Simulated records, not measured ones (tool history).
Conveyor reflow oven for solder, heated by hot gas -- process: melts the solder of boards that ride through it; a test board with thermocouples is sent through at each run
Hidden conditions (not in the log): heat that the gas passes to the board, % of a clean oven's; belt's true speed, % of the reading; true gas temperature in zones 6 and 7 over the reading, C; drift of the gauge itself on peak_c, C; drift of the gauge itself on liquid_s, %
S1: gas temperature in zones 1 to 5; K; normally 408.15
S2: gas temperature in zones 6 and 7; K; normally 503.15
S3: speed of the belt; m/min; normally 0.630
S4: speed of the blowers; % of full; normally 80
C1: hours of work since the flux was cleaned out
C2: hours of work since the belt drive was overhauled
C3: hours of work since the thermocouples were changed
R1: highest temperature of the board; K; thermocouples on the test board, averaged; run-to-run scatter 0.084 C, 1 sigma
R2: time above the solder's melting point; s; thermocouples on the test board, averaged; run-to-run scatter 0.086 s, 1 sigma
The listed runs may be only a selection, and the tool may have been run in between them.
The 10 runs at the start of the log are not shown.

run   hour      S1      S2     S3  S4   C1   C2   C3      R1     R2
 11   89.5  408.15  503.15  0.630  63  187  382  826  485.27  38.63
 12   99.9  408.15  503.15  0.630  63  194  389  833  485.27  38.53
 13  107.8  408.15  503.15  0.597  80  200  395  838  490.71  45.28
 14  116.3  408.15  503.15  0.597  80  205  400  844  490.74  45.21
 15  127.5  408.15  503.15  0.597  80  213  408  852  490.49  45.28
 16  139.0  408.15  503.15  0.597  80  221  416  859  490.76  45.37
 17  152.0  415.15  503.15  0.630  80  229  424  868  490.22  44.26
 18  159.5  415.15  494.15  0.630  80  234  430  873  482.38  39.57
 19  171.3  408.15  503.15  0.662  80  242  438  881  487.87  38.77
 20  181.6  408.15  496.15  0.652  55  249  444  888  475.76  29.13
 21  187.5  420.15  509.15  0.630  80  253  448  892  496.28  48.66
 22  199.0  394.15  515.15  0.630  83  261  456  900  498.46  43.37
 23  211.1  394.15  515.15  0.630  83  269  464  908  498.58  43.51
 24  220.8  394.15  515.15  0.630  83  276  471  915  498.62  43.42
 25  234.1  408.15  511.15  0.630  80  285  480  924  496.28  45.33
 26  240.5  408.15  503.15  0.565  63  289  484  928  488.59  46.10
 27  253.3  408.15  503.15  0.565  63  298  493  937  488.66  46.11
 28  259.4  412.15  511.15  0.630  80  302  497  941  496.98  46.69
 29  271.5  412.15  511.15  0.630  80  310  505  949  497.05  46.74
 30  282.4  401.15  503.15  0.587  80  317  512  956  490.37  44.21
 31  288.4  408.15  503.15  0.695  80  321  516  960  486.30  35.85

3 options for the next run, each taken on its own from the tool as it stands now. Forecast them:
  A  298.6  413.15  503.15  0.630  80  328  523  967   ?   ?
  B  298.6  420.15  503.15  0.630  80  328  523  967   ?   ?
  C  298.6  408.15  507.15  0.630  80  328  523  967   ?   ?

run      R1     R2
  A  490.01  43.54
  B  490.90  46.18
  C  492.93  43.73
Stripped of hidden state, with their random variation kept, the same runs would have yielded:
run      R1     R2
  A  490.01  43.54
  B  490.90  46.17
  C  492.93  43.73

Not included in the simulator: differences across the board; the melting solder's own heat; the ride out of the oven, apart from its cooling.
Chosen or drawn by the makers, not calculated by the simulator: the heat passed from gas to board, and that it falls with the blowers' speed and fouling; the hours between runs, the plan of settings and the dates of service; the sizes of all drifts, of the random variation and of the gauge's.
